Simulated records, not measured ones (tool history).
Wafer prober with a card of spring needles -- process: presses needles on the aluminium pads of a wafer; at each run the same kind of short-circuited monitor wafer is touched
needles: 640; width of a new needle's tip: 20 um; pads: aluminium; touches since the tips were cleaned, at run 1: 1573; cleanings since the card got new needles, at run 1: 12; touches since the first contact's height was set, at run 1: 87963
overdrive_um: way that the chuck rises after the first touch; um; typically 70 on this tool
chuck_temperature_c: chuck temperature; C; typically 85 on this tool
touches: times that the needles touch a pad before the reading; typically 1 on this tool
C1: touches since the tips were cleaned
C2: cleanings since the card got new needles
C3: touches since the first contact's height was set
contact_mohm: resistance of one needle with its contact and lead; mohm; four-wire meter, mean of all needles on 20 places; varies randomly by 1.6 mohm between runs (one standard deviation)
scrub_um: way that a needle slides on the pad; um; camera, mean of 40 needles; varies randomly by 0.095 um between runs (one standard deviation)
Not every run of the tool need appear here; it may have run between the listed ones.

{"run": 1, "hour": 0.0, "overdrive_um": 70, "chuck_temperature_c": 85, "touches": 1, "C1": 1573, "C2": 12, "C3": 87963, "contact_mohm": 169, "scrub_um": 12.55}
{"run": 2, "hour": 4.8, "overdrive_um": 70, "chuck_temperature_c": 85, "touches": 1, "C1": 2948, "C2": 12, "C3": 89338, "contact_mohm": 171, "scrub_um": 12.4}
{"run": 3, "hour": 14.7, "overdrive_um": 70, "chuck_temperature_c": 85, "touches": 1, "C1": 5745, "C2": 12, "C3": 92135, "contact_mohm": 185, "scrub_um": 12.34}
{"hour": 18.0, "done": "tips cleaned on abrasive film"}
{"run": 4, "hour": 24.0, "overdrive_um": 70, "chuck_temperature_c": 85, "touches": 1, "C1": 1714, "C2": 13, "C3": 94747, "contact_mohm": 171, "scrub_um": 12.45}
{"run": 5, "hour": 28.7, "overdrive_um": 70, "chuck_temperature_c": 85, "touches": 1, "C1": 3049, "C2": 13, "C3": 96082, "contact_mohm": 176, "scrub_um": 12.63}
{"run": 6, "hour": 36.1, "overdrive_um": 70, "chuck_temperature_c": 85, "touches": 1, "C1": 5150, "C2": 13, "C3": 98183, "contact_mohm": 182, "scrub_um": 12.48}
{"hour": 41.4, "done": "tips cleaned on abrasive film"}
{"run": 7, "hour": 41.4, "overdrive_um": 70, "chuck_temperature_c": 85, "touches": 1, "C1": 0, "C2": 14, "C3": 99646, "contact_mohm": 161, "scrub_um": 12.41}
{"run": 8, "hour": 46.4, "overdrive_um": 70, "chuck_temperature_c": 85, "touches": 1, "C1": 1424, "C2": 14, "C3": 101070, "contact_mohm": 170, "scrub_um": 12.53}
{"run": 9, "hour": 52.3, "overdrive_um": 70, "chuck_temperature_c": 85, "touches": 1, "C1": 3105, "C2": 14, "C3": 102751, "contact_mohm": 176, "scrub_um": 12.3}
{"run": 10, "hour": 61.5, "overdrive_um": 70, "chuck_temperature_c": 85, "touches": 1, "C1": 5711, "C2": 14, "C3": 105357, "contact_mohm": 184, "scrub_um": 12.48}
{"hour": 65.0, "done": "tips cleaned on abrasive film"}
{"run": 11, "hour": 71.5, "overdrive_um": 70, "chuck_temperature_c": 85, "touches": 1, "C1": 1839, "C2": 15, "C3": 108153, "contact_mohm": 172, "scrub_um": 12.39}
{"run": 12, "hour": 80.6, "overdrive_um": 70, "chuck_temperature_c": 85, "touches": 1, "C1": 4431, "C2": 15, "C3": 110745, "contact_mohm": 181, "scrub_um": 12.46}
{"hour": 88.5, "done": "tips cleaned on abrasive film"}
{"run": 13, "hour": 89.5, "overdrive_um": 70, "chuck_temperature_c": 85, "touches": 1, "C1": 298, "C2": 16, "C3": 113241, "contact_mohm": 163, "scrub_um": 12.44}
{"run": 14, "hour": 97.5, "overdrive_um": 70, "chuck_temperature_c": 85, "touches": 1, "C1": 2571, "C2": 16, "C3": 115514, "contact_mohm": 172, "scrub_um": 12.34}
{"run": 15, "hour": 105.6, "overdrive_um": 70, "chuck_temperature_c": 77, "touches": 1, "C1": 4859, "C2": 16, "C3": 117802, "contact_mohm": 184, "scrub_um": 12.42}
{"run": 16, "hour": 111.4, "overdrive_um": 70, "chuck_temperature_c": 77, "touches": 1, "C1": 6506, "C2": 16, "C3": 119449, "contact_mohm": 184, "scrub_um": 12.57}
{"hour": 112.0, "done": "tips cleaned on abrasive film"}
{"run": 17, "hour": 115.6, "overdrive_um": 60, "chuck_temperature_c": 85, "touches": 1, "C1": 1037, "C2": 17, "C3": 120616, "contact_mohm": 170, "scrub_um": 10.5}
{"run": 18, "hour": 125.6, "overdrive_um": 63, "chuck_temperature_c": 33, "touches": 2, "C1": 3863, "C2": 17, "C3": 123442, "contact_mohm": 165, "scrub_um": 11.22}
{"run": 19, "hour": 133.5, "overdrive_um": 63, "chuck_temperature_c": 33, "touches": 2, "C1": 6100, "C2": 17, "C3": 125679, "contact_mohm": 172, "scrub_um": 11.03}
{"hour": 135.8, "done": "tips cleaned on abrasive film"}
{"run": 20, "hour": 142.5, "overdrive_um": 75, "chuck_temperature_c": 85, "touches": 2, "C1": 1911, "C2": 18, "C3": 128229, "contact_mohm": 163, "scrub_um": 13.45}
{"run": 21, "hour": 148.1, "overdrive_um": 88, "chuck_temperature_c": 124, "touches": 3, "C1": 3477, "C2": 18, "C3": 129795, "contact_mohm": 168, "scrub_um": 15.5}
{"run": 22, "hour": 155.0, "overdrive_um": 57, "chuck_temperature_c": 32, "touches": 3, "C1": 5436, "C2": 18, "C3": 131754, "contact_mohm": 165, "scrub_um": 9.89}
{"hour": 156.0, "done": "height of the first contact set anew"}
{"hour": 159.9, "done": "tips cleaned on abrasive film"}
{"run": 23, "hour": 160.2, "overdrive_um": 88, "chuck_temperature_c": 55, "touches": 1, "C1": 81, "C2": 19, "C3": 1160, "contact_mohm": 151, "scrub_um": 15.41}
{"run": 24, "hour": 169.4, "overdrive_um": 54, "chuck_temperature_c": 39, "touches": 2, "C1": 2698, "C2": 19, "C3": 3777, "contact_mohm": 175, "scrub_um": 9.2}
{"run": 25, "hour": 175.5, "overdrive_um": 54, "chuck_temperature_c": 39, "touches": 2, "C1": 4415, "C2": 19, "C3": 5494, "contact_mohm": 177, "scrub_um": 9.21}
{"run": 26, "hour": 182.5, "overdrive_um": 54, "chuck_temperature_c": 39, "touches": 2, "C1": 6391, "C2": 19, "C3": 7470, "contact_mohm": 185, "scrub_um": 9.14}
{"hour": 183.6, "done": "tips cleaned on abrasive film"}
{"run": 27, "hour": 190.3, "overdrive_um": 51, "chuck_temperature_c": 85, "touches": 2, "C1": 1885, "C2": 20, "C3": 9662, "contact_mohm": 180, "scrub_um": 8.65}
{"run": 28, "hour": 196.9, "overdrive_um": 57, "chuck_temperature_c": 85, "touches": 1, "C1": 3749, "C2": 20, "C3": 11526, "contact_mohm": 188, "scrub_um": 9.78}
{"run": 29, "hour": 203.7, "overdrive_um": 52, "chuck_temperature_c": 108, "touches": 3, "C1": 5681, "C2": 20, "C3": 13458, "contact_mohm": 183, "scrub_um": 8.67}
{"hour": 207.5, "done": "height of the first contact set anew, once more"}
{"hour": 207.6, "done": "tips cleaned on abrasive film"}
{"run": 30, "hour": 211.4, "overdrive_um": 81, "chuck_temperature_c": 42, "touches": 2, "C1": 1095, "C2": 21, "C3": 1095, "contact_mohm": 152, "scrub_um": 14.73}
{"run": 31, "hour": 216.4, "overdrive_um": 72, "chuck_temperature_c": 85, "touches": 1, "C1": 2494, "C2": 21, "C3": 2494, "contact_mohm": 175, "scrub_um": 13.03}
{"run": 32, "hour": 222.7, "overdrive_um": 72, "chuck_temperature_c": 85, "touches": 1, "C1": 4278, "C2": 21, "C3": 4278, "contact_mohm": 180, "scrub_um": 13.18}
{"hour": 231.1, "done": "tips cleaned on abrasive film"}
{"run": 33, "hour": 232.4, "overdrive_um": 70, "chuck_temperature_c": 85, "touches": 2, "C1": 379, "C2": 22, "C3": 7010, "contact_mohm": 161, "scrub_um": 12.75}
{"run": 34, "hour": 239.0, "overdrive_um": 63, "chuck_temperature_c": 117, "touches": 2, "C1": 2256, "C2": 22, "C3": 8887, "contact_mohm": 177, "scrub_um": 11.37}

Consider 4 possible next runs. They are alternatives, not a sequence: every one starts from the tool as it was left by run 34. What does each give?
{"run": "A", "hour": 246.0, "overdrive_um": 61, "chuck_temperature_c": 85, "touches": 3, "C1": 4235, "C2": 22, "C3": 10866, "contact_mohm": "?", "scrub_um": "?"}
{"run": "B", "hour": 246.0, "overdrive_um": 68, "chuck_temperature_c": 117, "touches": 2, "C1": 4235, "C2": 22, "C3": 10866, "contact_mohm": "?", "scrub_um": "?"}
{"run": "C", "hour": 246.0, "overdrive_um": 84, "chuck_temperature_c": 78, "touches": 2, "C1": 4235, "C2": 22, "C3": 10866, "contact_mohm": "?", "scrub_um": "?"}
{"run": "D", "hour": 246.0, "overdrive_um": 70, "chuck_temperature_c": 82, "touches": 1, "C1": 4235, "C2": 22, "C3": 10866, "contact_mohm": "?", "scrub_um": "?"}

run=A contact_mohm=170 scrub_um=11.1
run=B contact_mohm=176 scrub_um=12.52
run=C contact_mohm=163 scrub_um=15.3
run=D contact_mohm=178 scrub_um=12.77
With no hidden state in the tool, these same runs would have given:
run=A contact_mohm=160 scrub_um=11.13
run=B contact_mohm=162 scrub_um=12.55
run=C contact_mohm=153 scrub_um=15.33
run=D contact_mohm=156 scrub_um=12.8

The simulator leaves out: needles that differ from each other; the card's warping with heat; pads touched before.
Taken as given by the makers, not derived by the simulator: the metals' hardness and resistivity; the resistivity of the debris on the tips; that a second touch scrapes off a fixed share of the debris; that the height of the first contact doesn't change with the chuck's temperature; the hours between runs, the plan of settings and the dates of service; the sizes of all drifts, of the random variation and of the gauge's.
